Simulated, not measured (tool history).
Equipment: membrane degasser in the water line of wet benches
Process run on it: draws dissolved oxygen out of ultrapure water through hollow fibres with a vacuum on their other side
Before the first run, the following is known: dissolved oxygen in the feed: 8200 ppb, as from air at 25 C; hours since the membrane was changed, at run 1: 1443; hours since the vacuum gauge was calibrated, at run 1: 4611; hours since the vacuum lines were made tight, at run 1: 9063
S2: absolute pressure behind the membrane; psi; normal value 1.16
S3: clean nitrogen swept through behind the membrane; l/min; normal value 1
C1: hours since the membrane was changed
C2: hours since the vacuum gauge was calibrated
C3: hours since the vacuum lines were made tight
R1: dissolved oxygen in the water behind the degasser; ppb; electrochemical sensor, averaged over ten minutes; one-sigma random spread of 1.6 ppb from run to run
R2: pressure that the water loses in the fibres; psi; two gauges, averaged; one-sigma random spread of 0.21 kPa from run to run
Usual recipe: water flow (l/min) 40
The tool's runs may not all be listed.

Run 1, hour 0: usual settings; C1 1443; C2 4611; C3 9063. Result: R1 374 ppb, R2 6.881 psi.
Run 2, hour 39.1: usual settings but S3 2.09 l/min; C1 1482; C2 4650; C3 9102. Result: R1 205 ppb, R2 6.891 psi.
Run 3, hour 80.2: usual settings; C1 1523; C2 4691; C3 9143. Result: R1 373.3 ppb, R2 6.863 psi.
Run 4, hour 110: usual settings but S2 1.063 psi; C1 1553; C2 4721; C3 9173. Result: R1 323.9 ppb, R2 6.856 psi.
Run 5, hour 142.6: usual settings but S2 1.063 psi; C1 1585; C2 4753; C3 9205. Result: R1 326.7 ppb, R2 6.849 psi.
Run 6, hour 185.8: usual settings but S2 1.063 psi; C1 1628; C2 4797; C3 9249. Result: R1 325.8 ppb, R2 6.852 psi.
Run 7, hour 209.3: usual settings but S2 1.063 psi; C1 1652; C2 4820; C3 9272. Result: R1 324.4 ppb, R2 6.776 psi.
Run 8, hour 241.6: usual settings; C1 1684; C2 4852; C3 9304. Result: R1 375.8 ppb, R2 6.882 psi.
Run 9, hour 271.8: usual settings; C1 1714; C2 4883; C3 9335. Result: R1 379.5 ppb, R2 6.788 psi.
Run 10, hour 318.5: usual settings; C1 1761; C2 4929; C3 9381. Result: R1 378.3 ppb, R2 6.917 psi.
Run 11, hour 353.6: usual settings; C1 1796; C2 4964; C3 9416. Result: R1 378.5 ppb, R2 6.808 psi.
Run 12, hour 395: usual settings but water flow (l/min) 28, S3 1.27 l/min; C1 1838; C2 5006; C3 9458. Result: R1 229.6 ppb, R2 4.77 psi.
Run 13, hour 433.8: usual settings but water flow (l/min) 34, S2 0.724 psi, S3 1.56 l/min; C1 1876; C2 5045; C3 9497. Result: R1 88 ppb, R2 5.825 psi.
Run 14, hour 475.3: usual settings but water flow (l/min) 43, S3 0.53 l/min; C1 1918; C2 5086; C3 9538. Result: R1 631.6 ppb, R2 7.326 psi.
Run 15, hour 511.1: usual settings but water flow (l/min) 27, S2 1.133 psi, S3 2.48 l/min; C1 1954; C2 5122; C3 9574. Result: R1 118.7 ppb, R2 4.595 psi.
Run 16, hour 531.5: usual settings but water flow (l/min) 43, S3 0.54 l/min; C1 1974; C2 5142; C3 9594. Result: R1 622.8 ppb, R2 7.353 psi.
Run 17, hour 561.8: usual settings but water flow (l/min) 55, S2 1.379 psi, S3 0.47 l/min; C1 2004; C2 5173; C3 9625. Result: R1 1021 ppb, R2 9.446 psi.
Run 18, hour 588.5: usual settings but S2 0.732 psi, S3 0.68 l/min; C1 2031; C2 5199; C3 9651. Result: R1 203.1 ppb, R2 6.868 psi.
Run 19, hour 631.1: usual settings but S2 0.732 psi, S3 0.68 l/min; C1 2074; C2 5242; C3 9694. Result: R1 200.7 ppb, R2 6.85 psi.
Run 20, hour 661.2: usual settings but water flow (l/min) 31, S2 2.055 psi, S3 0.68 l/min; C1 2104; C2 5272; C3 9724. Result: R1 911.8 ppb, R2 5.32 psi.

Below, some changes in R1 between adjacent runs. For each, the amount present without the hidden state too (settings, incoming material, random variation) and the amount remaining for the hidden state with gauge scatter not shared by both compared results:
What the log doesn't record here: membrane still open, %; true pressure behind the membrane over the reading, kPa; air that leaks in behind the membrane, l/min; drift of the gauge itself on oxygen_ppb, %; drift of the gauge itself on loss_of_pressure_kpa, %.
Run 17 -> 18: water flow (l/min) 55 -> 40, S2 1.379 -> 0.732, S3 0.47 -> 0.68. R1 -817.9 ppb: hidden state -14.8, all else -803.1.
Run 19 -> 20: water flow (l/min) 40 -> 31, S2 0.732 -> 2.055. R1 +711.1 ppb: hidden state +15.2, all else +695.9.
